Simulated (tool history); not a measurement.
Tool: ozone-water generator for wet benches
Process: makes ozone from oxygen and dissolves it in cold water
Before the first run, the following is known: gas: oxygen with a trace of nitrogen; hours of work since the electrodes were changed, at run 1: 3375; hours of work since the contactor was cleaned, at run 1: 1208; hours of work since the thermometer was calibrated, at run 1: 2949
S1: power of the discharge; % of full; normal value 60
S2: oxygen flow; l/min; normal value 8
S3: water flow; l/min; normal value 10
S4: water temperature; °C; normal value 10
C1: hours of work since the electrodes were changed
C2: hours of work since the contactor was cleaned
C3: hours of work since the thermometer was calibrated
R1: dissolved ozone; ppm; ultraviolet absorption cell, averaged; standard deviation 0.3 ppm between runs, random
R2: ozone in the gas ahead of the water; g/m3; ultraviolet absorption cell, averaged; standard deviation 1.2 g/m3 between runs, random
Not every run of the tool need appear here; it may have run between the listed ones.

run	hour	S1	S2	S3	S4	C1	C2	C3	R1	R2
1	0	60	8	10	10	3375	1208	2949	43.5	206.3
2	88.1	60	8	10	10	3463	1296	3037	43.3	207.5
3	135.1	60	8	7	10	3510	1343	3084	53.2	208.1
4	211.2	60	8	7	10	3586	1419	3160	53.5	206
5	303.5	60	8	10	10	3678	1511	3252	43	205.7
6	358.1	60	8	10	10	3733	1566	3307	43.1	206.6
7	409	60	8	10	10	3784	1617	3358	42.7	205.5
8	482.9	60	8	10	10	3858	1691	3432	42.7	205.1
9	562.7	60	8	10	10	3937	1770	3511	42.5	205.8
10	609.2	60	8	10	10	3984	1817	3558	42.4	205.6
11	673.8	60	8	10	10	4048	1881	3622	42.4	204.2
12	735.7	60	8	10	10	4110	1943	3684	42.4	204.3
13	781.6	60	8	8	10	4156	1989	3730	48.2	203.1
14	844.5	88	8	10	10	4219	2052	3793	57.3	279.6
15	889.2	60	8	10	10	4264	2097	3838	42	202.1
16	976.9	60	8	10	6	4351	2184	3925	45.6	202.1
17	1020	60	8	6	10	4394	2227	3968	55.8	202.6
18	1070.4	60	4.39	10	16	4445	2278	4019	35.9	249
# hour 1075.6: water thermometer calibrated
19	1137	86	8.44	15	5	4511	2344	61	45.1	265.1
20	1188.9	60	8	16	15	4563	2396	113	26.5	200.5
21	1250.9	69	13.06	7	14	4625	2458	175	48.9	192.7
22	1335.3	69	10.65	9	11	4709	2542	260	48.2	205.2
23	1385	60	6.29	10	10	4759	2592	309	41.2	217.9
24	1476.7	60	6.29	10	10	4850	2683	401	40.8	215.5
# hour 1516.3: water thermometer calibrated, once more
25	1522.2	60	12.01	10	9	4895	2728	6	41.5	175.2
26	1591	76	8	12	10	4964	2797	75	43.7	239.5
27	1650.7	76	8	12	10	5024	2857	134	43.8	240.4
28	1718.2	64	7.01	7	7	5091	2924	202	57.3	218.9
29	1769	64	7.01	7	16	5142	2975	253	46.5	218.6
30	1839.8	60	7.45	12	10	5213	3046	323	35.5	203.1
31	1884.9	53	7.45	12	7	5258	3091	368	34.1	184.9
32	1925.2	47	10.27	12	7	5298	3131	409	31.4	149.5
33	1971.1	53	4.49	12	17	5344	3177	455	26.9	217.9
34	2047.4	46	12.9	10	10	5420	3253	531	32.2	136.9

Each row is a separate what-if for the run after 34, all from the same tool condition, not one after another. Results?
A	2106	79	12.9	10	10	5479	3312	589	?	?
B	2106	71	12.9	10	10	5479	3312	589	?	?
C	2106	59	9.21	10	7	5479	3312	589	?	?

run	R1	R2
A	49.8	210.5
B	46	192.3
C	43.3	186.4
The same runs, with their run-to-run variation unchanged, on a tool lacking any hidden condition would have given:
run	R1	R2
A	60.2	244.3
B	54.7	220.6
C	50.5	209.3
